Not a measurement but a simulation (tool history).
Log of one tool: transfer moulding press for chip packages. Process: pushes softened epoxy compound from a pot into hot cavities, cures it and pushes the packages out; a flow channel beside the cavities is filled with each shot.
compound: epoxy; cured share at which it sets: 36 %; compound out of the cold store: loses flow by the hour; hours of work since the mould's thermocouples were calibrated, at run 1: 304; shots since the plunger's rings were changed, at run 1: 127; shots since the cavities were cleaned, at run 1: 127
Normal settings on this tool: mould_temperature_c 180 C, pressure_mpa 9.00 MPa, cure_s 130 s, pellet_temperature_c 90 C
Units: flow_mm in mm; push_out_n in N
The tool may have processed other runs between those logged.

| run | hour | mould_temperature_c | pressure_mpa | cure_s | pellet_temperature_c | hours of work since the mould's thermocouples were calibrated | shots since the plunger's rings were changed | shots since the cavities were cleaned | incoming compound's hours out of the cold store | flow_mm | push_out_n |
|---|---|---|---|---|---|---|---|---|---|---|---|
| 1 | 0.0 | 180 | 9.00 | 130 | 90 | 304 | 127 | 127 | 42.4 | 778 | 365 |
| 2 | 34.3 | 180 | 9.00 | 130 | 90 | 322 | 389 | 389 | 27.2 | 855 | 506 |
| 3 | 64.8 | 180 | 9.00 | 130 | 90 | 338 | 623 | 623 | 41.4 | 786 | 570 |
|  | 90.2 | cavities cleaned with cleaning compound and waxed |
| 4 | 93.1 | 180 | 9.00 | 130 | 99 | 352 | 828 | 22 | 36.9 | 808 | 298 |
| 5 | 134.6 | 180 | 9.00 | 130 | 99 | 373 | 1146 | 340 | 35.1 | 807 | 485 |
| 6 | 168.0 | 180 | 9.27 | 130 | 99 | 391 | 1402 | 596 | 17.4 | 897 | 589 |
|  | 195.9 | cavities cleaned with cleaning compound and waxed |
| 7 | 206.8 | 180 | 9.00 | 130 | 90 | 410 | 1688 | 84 | 15.0 | 901 | 369 |
| 8 | 255.3 | 180 | 9.00 | 130 | 90 | 435 | 2059 | 455 | 25.3 | 836 | 550 |
| 9 | 284.1 | 180 | 9.00 | 130 | 90 | 450 | 2280 | 676 | 19.2 | 863 | 588 |
|  | 301.2 | cavities cleaned with cleaning compound and waxed |
| 10 | 331.7 | 180 | 9.00 | 130 | 90 | 474 | 2633 | 234 | 37.2 | 778 | 437 |
| 11 | 380.6 | 180 | 9.00 | 130 | 90 | 500 | 3007 | 608 | 30.5 | 794 | 565 |
|  | 408.6 | cavities cleaned with cleaning compound and waxed |
| 12 | 417.7 | 178 | 9.00 | 130 | 90 | 518 | 3280 | 70 | 8.2 | 913 | 405 |
| 13 | 449.2 | 178 | 9.00 | 130 | 90 | 534 | 3521 | 311 | 22.8 | 834 | 516 |
| 14 | 495.8 | 178 | 9.00 | 130 | 90 | 559 | 3877 | 667 | 42.3 | 747 | 592 |
|  | 514.4 | cavities cleaned with cleaning compound and waxed |
|  | 533.2 | mould's thermocouples calibrated |
| 15 | 536.9 | 178 | 9.00 | 116 | 90 | 2 | 4165 | 156 | 19.5 | 845 | 602 |
| 16 | 572.1 | 178 | 9.00 | 116 | 90 | 20 | 4436 | 427 | 29.2 | 794 | 744 |
| 17 | 592.7 | 184 | 9.25 | 130 | 90 | 31 | 4593 | 584 | 39.7 | 737 | 498 |
|  | 623.3 | cavities cleaned with cleaning compound and waxed |
| 18 | 641.3 | 180 | 9.00 | 157 | 81 | 55 | 4954 | 138 | 41.0 | 737 | 335 |
| 19 | 674.4 | 183 | 7.40 | 128 | 100 | 73 | 5207 | 391 | 46.6 | 630 | 449 |
|  | 694.6 | plunger's sealing rings changed |
| 20 | 721.5 | 183 | 7.40 | 128 | 100 | 96 | 205 | 732 | 37.6 | 728 | 537 |
|  | 732.4 | cavities cleaned with cleaning compound and waxed |
| 21 | 750.1 | 183 | 7.40 | 128 | 100 | 110 | 414 | 136 | 17.7 | 803 | 357 |
| 22 | 792.2 | 180 | 9.69 | 130 | 90 | 132 | 736 | 458 | 20.7 | 917 | 538 |
| 23 | 812.4 | 178 | 9.69 | 130 | 90 | 142 | 891 | 613 | 12.5 | 962 | 690 |
|  | 839.9 | cavities cleaned with cleaning compound and waxed |
| 24 | 839.9 | 178 | 9.41 | 119 | 89 | 156 | 1090 | 0 | 33.9 | 835 | 355 |
| 25 | 886.8 | 178 | 9.41 | 119 | 89 | 180 | 1449 | 359 | 19.2 | 903 | 672 |

Estimate the outcome of run 26 from the log above:
| 26 | 923.8 | 178 | 9.41 | 119 | 89 | 199 | 1732 | 642 | 29.5 | ? | ? |

flow_mm: 853 mm
push_out_n: 754 N
The same run, on a tool lacking any hidden state, would have yielded flow_mm 879 mm, push_out_n 383 N.
